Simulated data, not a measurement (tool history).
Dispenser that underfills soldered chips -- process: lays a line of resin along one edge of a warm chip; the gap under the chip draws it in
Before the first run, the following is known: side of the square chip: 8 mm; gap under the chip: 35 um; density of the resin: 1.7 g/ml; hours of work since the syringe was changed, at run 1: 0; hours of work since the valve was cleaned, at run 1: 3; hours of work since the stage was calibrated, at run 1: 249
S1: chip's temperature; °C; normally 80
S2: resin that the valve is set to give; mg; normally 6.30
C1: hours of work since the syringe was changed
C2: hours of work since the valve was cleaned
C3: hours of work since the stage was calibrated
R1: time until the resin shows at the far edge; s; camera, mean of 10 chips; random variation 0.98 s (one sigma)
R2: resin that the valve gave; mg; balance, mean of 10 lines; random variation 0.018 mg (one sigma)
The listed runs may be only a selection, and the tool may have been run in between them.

run 1 hour=0.0 | S1=80 S2=6.30 | C1=0 C2=3 C3=249 | R1=99.1 R2=6.27
run 2 hour=4.8 | S1=87 S2=6.30 | C1=4 C2=6 C3=253 | R1=88.1 R2=6.23
-- hour=7.8 new syringe of resin
run 3 hour=9.4 | S1=80 S2=7.29 | C1=1 C2=9 C3=256 | R1=101.7 R2=7.25
-- hour=16.4 new syringe of resin
run 4 hour=18.0 | S1=80 S2=5.48 | C1=1 C2=15 C3=261 | R1=106.5 R2=5.42
run 5 hour=23.5 | S1=80 S2=5.48 | C1=5 C2=19 C3=265 | R1=134.6 R2=5.39
-- hour=24.7 new syringe of resin
-- hour=32.8 new syringe of resin
run 6 hour=33.3 | S1=70 S2=5.48 | C1=0 C2=25 C3=272 | R1=162.8 R2=5.33
-- hour=40.9 new syringe of resin
run 7 hour=41.6 | S1=76 S2=6.30 | C1=1 C2=31 C3=277 | R1=120.3 R2=6.12
run 8 hour=48.3 | S1=80 S2=6.34 | C1=5 C2=35 C3=282 | R1=133.1 R2=6.16
-- hour=49.2 new syringe of resin
run 9 hour=55.2 | S1=80 S2=6.34 | C1=4 C2=40 C3=286 | R1=127.1 R2=6.13
-- hour=57.7 new syringe of resin
run 10 hour=64.9 | S1=80 S2=6.34 | C1=5 C2=46 C3=293 | R1=135.1 R2=6.08
-- hour=66.0 new syringe of resin
-- hour=74.0 new syringe of resin
run 11 hour=74.3 | S1=80 S2=6.34 | C1=0 C2=52 C3=299 | R1=99.5 R2=6.08
run 12 hour=79.7 | S1=80 S2=6.34 | C1=4 C2=56 C3=302 | R1=126.0 R2=6.08
-- hour=82.2 new syringe of resin
-- hour=86.7 dispensing valve cleaned and set on the balance
run 13 hour=88.2 | S1=80 S2=6.34 | C1=3 C2=1 C3=307 | R1=121.4 R2=6.35
-- hour=91.7 new syringe of resin
run 14 hour=95.5 | S1=80 S2=6.54 | C1=3 C2=6 C3=312 | R1=113.6 R2=6.52
-- hour=100.0 new syringe of resin
run 15 hour=105.4 | S1=80 S2=6.54 | C1=4 C2=12 C3=319 | R1=118.8 R2=6.48
-- hour=108.5 new syringe of resin
run 16 hour=112.1 | S1=80 S2=5.64 | C1=2 C2=17 C3=323 | R1=117.4 R2=5.57
-- hour=116.7 new syringe of resin
run 17 hour=121.7 | S1=80 S2=5.64 | C1=3 C2=23 C3=330 | R1=125.5 R2=5.52
-- hour=124.8 new syringe of resin
run 18 hour=127.4 | S1=80 S2=6.63 | C1=2 C2=27 C3=333 | R1=108.2 R2=6.50
-- hour=132.9 new syringe of resin
run 19 hour=137.2 | S1=80 S2=6.63 | C1=3 C2=34 C3=340 | R1=117.0 R2=6.44
-- hour=141.1 new syringe of resin
run 20 hour=142.7 | S1=65 S2=5.43 | C1=1 C2=37 C3=344 | R1=219.9 R2=5.25
run 21 hour=147.9 | S1=76 S2=6.86 | C1=5 C2=41 C3=347 | R1=155.7 R2=6.62
-- hour=149.5 new syringe of resin
run 22 hour=155.4 | S1=76 S2=6.86 | C1=4 C2=46 C3=352 | R1=152.8 R2=6.61
-- hour=157.8 new syringe of resin
run 23 hour=162.3 | S1=76 S2=6.86 | C1=3 C2=50 C3=357 | R1=142.5 R2=6.60
-- hour=165.8 new syringe of resin
run 24 hour=166.9 | S1=81 S2=6.93 | C1=1 C2=53 C3=360 | R1=98.9 R2=6.68
run 25 hour=172.3 | S1=89 S2=7.40 | C1=4 C2=57 C3=363 | R1=85.2 R2=7.09
-- hour=173.8 new syringe of resin
-- hour=178.3 dispensing valve cleaned and set on the balance
run 26 hour=180.9 | S1=89 S2=7.37 | C1=4 C2=2 C3=368 | R1=83.7 R2=7.33
-- hour=182.8 new syringe of resin
run 27 hour=190.2 | S1=89 S2=7.37 | C1=5 C2=8 C3=375 | R1=89.8 R2=7.31
-- hour=191.3 new syringe of resin
run 28 hour=195.4 | S1=89 S2=5.56 | C1=3 C2=11 C3=378 | R1=82.2 R2=5.47
-- hour=199.3 new syringe of resin
run 29 hour=201.3 | S1=80 S2=6.12 | C1=1 C2=15 C3=382 | R1=106.3 R2=6.04
-- hour=207.3 new syringe of resin
run 30 hour=208.7 | S1=66 S2=6.90 | C1=1 C2=20 C3=387 | R1=200.9 R2=6.72
-- hour=215.5 new syringe of resin
run 31 hour=218.4 | S1=91 S2=6.71 | C1=2 C2=27 C3=393 | R1=71.1 R2=6.56
-- hour=223.6 new syringe of resin
run 32 hour=227.5 | S1=74 S2=5.90 | C1=3 C2=33 C3=399 | R1=156.9 R2=5.72
-- hour=231.9 new syringe of resin
run 33 hour=232.2 | S1=82 S2=7.66 | C1=0 C2=36 C3=402 | R1=93.0 R2=7.45
run 34 hour=238.7 | S1=82 S2=7.66 | C1=5 C2=40 C3=407 | R1=120.8 R2=7.41

Hidden state at the last listed run before each entry between runs and at the first one after, where it differs:
In the gap between runs 2 and 3: new syringe of resin (hour 7.8)
  resin's viscosity, % of fresh resin's: 123.9 -> 105.8; dose that the valve gives, % of what is set: 99.4 -> 99.2; true chip temperature over the reading, C: -0.95 -> -0.97
  measured minus no-state result, R1: +19.9 -> +9.5 s; R2: -0.04 -> -0.06 mg
In the gap between runs 3 and 4: new syringe of resin (hour 16.4)
  resin's viscosity, % of fresh resin's: 105.8 -> 106.3; dose that the valve gives, % of what is set: 99.2 -> 98.76; true chip temperature over the reading, C: -0.97 -> -0.99
  measured minus no-state result, R1: +9.5 -> +10.8 s; R2: -0.06 -> -0.07 mg
In the gap between runs 5 and 6: new syringe of resin (hour 24.7); new syringe of resin (hour 32.8)
  resin's viscosity, % of fresh resin's: 134 -> 105.1; dose that the valve gives, % of what is set: 98.42 -> 97.9; true chip temperature over the reading, C: -1 -> -1.03
  measured minus no-state result, R1: +38.7 -> +15.8 s; R2: -0.09 -> -0.12 mg
In the gap between runs 6 and 7: new syringe of resin (hour 40.9)
  resin's viscosity, % of fresh resin's: 105.1 -> 102.1; dose that the valve gives, % of what is set: 97.9 -> 97.45; true chip temperature over the reading, C: -1.03 -> -1.05
  measured minus no-state result, R1: +15.8 -> +8.1 s; R2: -0.12 -> -0.16 mg
In the gap between runs 8 and 9: new syringe of resin (hour 49.2)
  resin's viscosity, % of fresh resin's: 135.2 -> 129.3; dose that the valve gives, % of what is set: 97.06 -> 96.73; true chip temperature over the reading, C: -1.07 -> -1.09
  measured minus no-state result, R1: +39.4 -> +33.6 s; R2: -0.19 -> -0.21 mg
In the gap between runs 9 and 10: new syringe of resin (hour 57.7)
  resin's viscosity, % of fresh resin's: 129.3 -> 136.7; dose that the valve gives, % of what is set: 96.73 -> 96.22; true chip temperature over the reading, C: -1.09 -> -1.11
  measured minus no-state result, R1: +33.6 -> +41.2 s; R2: -0.21 -> -0.24 mg
In the gap between runs 10 and 11: new syringe of resin (hour 66.0); new syringe of resin (hour 74.0)
  resin's viscosity, % of fresh resin's: 136.7 -> 101.9; dose that the valve gives, % of what is set: 96.22 -> 95.74; true chip temperature over the reading, C: -1.11 -> -1.14
  measured minus no-state result, R1: +41.2 -> +7.1 s; R2: -0.24 -> -0.27 mg
In the gap between runs 12 and 13: new syringe of resin (hour 82.2); dispensing valve cleaned and set on the balance (hour 86.7)
  resin's viscosity, % of fresh resin's: 127.7 -> 124.3; dose that the valve gives, % of what is set: 95.45 -> 99.95; true chip temperature over the reading, C: -1.15 -> -1.17
  measured minus no-state result, R1: +32.7 -> +28.6 s; R2: -0.29 -> +0.00 mg
In the gap between runs 13 and 14: new syringe of resin (hour 91.7)
  resin's viscosity, % of fresh resin's: 124.3 -> 117.5; dose that the valve gives, % of what is set: 99.95 -> 99.57; true chip temperature over the reading, C: -1.17 -> -1.19
  measured minus no-state result, R1: +28.6 -> +21.8 s; R2: +0.00 -> -0.03 mg
In the gap between runs 14 and 15: new syringe of resin (hour 100.0)
  resin's viscosity, % of fresh resin's: 117.5 -> 123.7; dose that the valve gives, % of what is set: 99.57 -> 99.03; true chip temperature over the reading, C: -1.19 -> -1.22
  measured minus no-state result, R1: +21.8 -> +27.9 s; R2: -0.03 -> -0.06 mg
In the gap between runs 15 and 16: new syringe of resin (hour 108.5)
  resin's viscosity, % of fresh resin's: 123.7 -> 117.2; dose that the valve gives, % of what is set: 99.03 -> 98.67; true chip temperature over the reading, C: -1.22 -> -1.24
  measured minus no-state result, R1: +27.9 -> +22.6 s; R2: -0.06 -> -0.08 mg
In the gap between runs 16 and 17: new syringe of resin (hour 116.7)
  resin's viscosity, % of fresh resin's: 117.2 -> 123.5; dose that the valve gives, % of what is set: 98.67 -> 98.16; true chip temperature over the reading, C: -1.24 -> -1.26
  measured minus no-state result, R1: +22.6 -> +29.6 s; R2: -0.08 -> -0.11 mg
In the gap between runs 17 and 18: new syringe of resin (hour 124.8)
  resin's viscosity, % of fresh resin's: 123.5 -> 111.7; dose that the valve gives, % of what is set: 98.16 -> 97.86; true chip temperature over the reading, C: -1.26 -> -1.28
  measured minus no-state result, R1: +29.6 -> +16.7 s; R2: -0.11 -> -0.14 mg
In the gap between runs 18 and 19: new syringe of resin (hour 132.9)
  resin's viscosity, % of fresh resin's: 111.7 -> 120.2; dose that the valve gives, % of what is set: 97.86 -> 97.34; true chip temperature over the reading, C: -1.28 -> -1.31
  measured minus no-state result, R1: +16.7 -> +25.4 s; R2: -0.14 -> -0.17 mg
In the gap between runs 19 and 20: new syringe of resin (hour 141.1)
  resin's viscosity, % of fresh resin's: 120.2 -> 106.8; dose that the valve gives, % of what is set: 97.34 -> 97.05; true chip temperature over the reading, C: -1.31 -> -1.32
  measured minus no-state result, R1: +25.4 -> +27.7 s; R2: -0.17 -> -0.16 mg
In the gap between runs 21 and 22: new syringe of resin (hour 149.5)
  resin's viscosity, % of fresh resin's: 133 -> 130.5; dose that the valve gives, % of what is set: 96.76 -> 96.42; true chip temperature over the reading, C: -1.33 -> -1.35
  measured minus no-state result, R1: +45.6 -> +42.9 s; R2: -0.22 -> -0.24 mg
In the gap between runs 22 and 23: new syringe of resin (hour 157.8)
  resin's viscosity, % of fresh resin's: 130.5 -> 120.5; dose that the valve gives, % of what is set: 96.42 -> 96.07; true chip temperature over the reading, C: -1.35 -> -1.37
  measured minus no-state result, R1: +42.9 -> +31.6 s; R2: -0.24 -> -0.27 mg
In the gap between runs 23 and 24: new syringe of resin (hour 165.8)
  resin's viscosity, % of fresh resin's: 120.5 -> 104.7; dose that the valve gives, % of what is set: 96.07 -> 95.85; true chip temperature over the reading, C: -1.37 -> -1.38
  measured minus no-state result, R1: +31.6 -> +10.2 s; R2: -0.27 -> -0.29 mg
In the gap between runs 25 and 26: new syringe of resin (hour 173.8); dispensing valve cleaned and set on the balance (hour 178.3)
  resin's viscosity, % of fresh resin's: 131.1 -> 127.4; dose that the valve gives, % of what is set: 95.56 -> 99.61; true chip temperature over the reading, C: -1.4 -> -1.42
  measured minus no-state result, R1: +24.1 -> +21.8 s; R2: -0.33 -> -0.03 mg
In the gap between runs 26 and 27: new syringe of resin (hour 182.8)
  resin's viscosity, % of fresh resin's: 127.4 -> 134.4; dose that the valve gives, % of what is set: 99.61 -> 99.11; true chip temperature over the reading, C: -1.42 -> -1.45
  measured minus no-state result, R1: +21.8 -> +26.8 s; R2: -0.03 -> -0.06 mg
In the gap between runs 27 and 28: new syringe of resin (hour 191.3)
  resin's viscosity, % of fresh resin's: 134.4 -> 118.4; dose that the valve gives, % of what is set: 99.11 -> 98.84; true chip temperature over the reading, C: -1.45 -> -1.46
  measured minus no-state result, R1: +26.8 -> +17.0 s; R2: -0.06 -> -0.07 mg
In the gap between runs 28 and 29: new syringe of resin (hour 199.3)
  resin's viscosity, % of fresh resin's: 118.4 -> 107.2; dose that the valve gives, % of what is set: 98.84 -> 98.51; true chip temperature over the reading, C: -1.46 -> -1.47
  measured minus no-state result, R1: +17.0 -> +13.5 s; R2: -0.07 -> -0.09 mg
In the gap between runs 29 and 30: new syringe of resin (hour 207.3)
  resin's viscosity, % of fresh resin's: 107.2 -> 105.6; dose that the valve gives, % of what is set: 98.51 -> 98.1; true chip temperature over the reading, C: -1.47 -> -1.49
  measured minus no-state result, R1: +13.5 -> +23.8 s; R2: -0.09 -> -0.13 mg
In the gap between runs 30 and 31: new syringe of resin (hour 215.5)
  resin's viscosity, % of fresh resin's: 105.6 -> 113.9; dose that the valve gives, % of what is set: 98.1 -> 97.57; true chip temperature over the reading, C: -1.49 -> -1.52
  measured minus no-state result, R1: +23.8 -> +12.6 s; R2: -0.13 -> -0.17 mg
In the gap between runs 31 and 32: new syringe of resin (hour 223.6)
  resin's viscosity, % of fresh resin's: 113.9 -> 119.9; dose that the valve gives, % of what is set: 97.57 -> 97.09; true chip temperature over the reading, C: -1.52 -> -1.55
  measured minus no-state result, R1: +12.6 -> +35.4 s; R2: -0.17 -> -0.17 mg
In the gap between runs 32 and 33: new syringe of resin (hour 231.9)
  resin's viscosity, % of fresh resin's: 119.9 -> 100.5; dose that the valve gives, % of what is set: 97.09 -> 96.83; true chip temperature over the reading, C: -1.55 -> -1.56
  measured minus no-state result, R1: +35.4 -> +6.5 s; R2: -0.17 -> -0.24 mg
